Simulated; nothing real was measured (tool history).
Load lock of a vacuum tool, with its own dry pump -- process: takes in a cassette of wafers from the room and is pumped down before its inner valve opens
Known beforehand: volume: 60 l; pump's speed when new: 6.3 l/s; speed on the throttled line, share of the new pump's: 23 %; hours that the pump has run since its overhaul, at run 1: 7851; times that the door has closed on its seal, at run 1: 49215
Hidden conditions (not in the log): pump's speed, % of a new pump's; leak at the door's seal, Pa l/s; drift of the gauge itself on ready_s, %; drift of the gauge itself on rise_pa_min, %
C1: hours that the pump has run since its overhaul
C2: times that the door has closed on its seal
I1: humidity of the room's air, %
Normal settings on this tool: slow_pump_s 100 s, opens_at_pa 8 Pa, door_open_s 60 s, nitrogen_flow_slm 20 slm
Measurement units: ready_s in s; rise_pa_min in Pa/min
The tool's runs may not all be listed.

Run 1, hour 0: usual settings; C1 7851; C2 49215; I1 43.3. Result: ready_s 169.4 s, rise_pa_min 0.036 Pa/min.
Run 2, hour 152.2: usual settings but door_open_s 127 s; C1 8004; C2 49800; I1 48. Result: ready_s 167.2 s, rise_pa_min 0.048 Pa/min.
Run 3, hour 368.4: usual settings; C1 8220; C2 50631; I1 43.5. Result: ready_s 167.9 s, rise_pa_min 0.035 Pa/min.
Run 4, hour 523.4: usual settings; C1 8375; C2 51228; I1 45.6. Result: ready_s 166.6 s, rise_pa_min 0.031 Pa/min.
Run 5, hour 636.9: usual settings; C1 8488; C2 51664; I1 45.8. Result: ready_s 167.2 s, rise_pa_min 0.032 Pa/min.
Run 6, hour 791.6: usual settings; C1 8643; C2 52259; I1 44.7. Result: ready_s 167.7 s, rise_pa_min 0.033 Pa/min.
Run 7, hour 1006.1: usual settings but opens_at_pa 16 Pa, door_open_s 104 s; C1 8857; C2 53084; I1 48.1. Result: ready_s 161.7 s, rise_pa_min 0.047 Pa/min.
Run 8, hour 1158.4: usual settings but opens_at_pa 16 Pa, door_open_s 104 s; C1 9010; C2 53669; I1 45.1. Result: ready_s 161.2 s, rise_pa_min 0.052 Pa/min.
Run 9, hour 1317.2: usual settings but slow_pump_s 192 s, opens_at_pa 11 Pa, door_open_s 234 s, nitrogen_flow_slm 6 slm; C1 9169; C2 54280; I1 43.2. Result: ready_s 234.9 s, rise_pa_min 0.096 Pa/min.
Run 10, hour 1451.6: usual settings but slow_pump_s 192 s, opens_at_pa 11 Pa, door_open_s 37 s, nitrogen_flow_slm 6 slm; C1 9303; C2 54797; I1 46.1. Result: ready_s 236.1 s, rise_pa_min 0.042 Pa/min.
Run 11, hour 1656.2: usual settings but slow_pump_s 192 s, opens_at_pa 11 Pa, door_open_s 37 s, nitrogen_flow_slm 6 slm; C1 9508; C2 55584; I1 43.4. Result: ready_s 234.4 s, rise_pa_min 0.039 Pa/min.

What if the next run were any one of these 3? Each begins from the tool's condition after run 11:
Run A, hour 1868.8: usual settings but slow_pump_s 154 s, opens_at_pa 11 Pa, door_open_s 66 s, nitrogen_flow_slm 21 slm; C1 9720; C2 56401; I1 45.8. Result: ready_s ?, rise_pa_min ?.
Run B, hour 1868.8: usual settings but slow_pump_s 192 s, opens_at_pa 15 Pa, door_open_s 30 s, nitrogen_flow_slm 6 slm; C1 9720; C2 56401; I1 45.9. Result: ready_s ?, rise_pa_min ?.
Run C, hour 1868.8: usual settings but slow_pump_s 163 s, door_open_s 110 s; C1 9720; C2 56401; I1 43.1. Result: ready_s ?, rise_pa_min ?.

run  ready_s  rise_pa_min
  A    205.7        0.034
  B    231.3        0.039
  C      216        0.043
Stripped of hidden state, with their random variation kept, the same runs would have yielded:
run  ready_s  rise_pa_min
  A    205.6        0.032
  B    231.2        0.037
  C      216        0.041
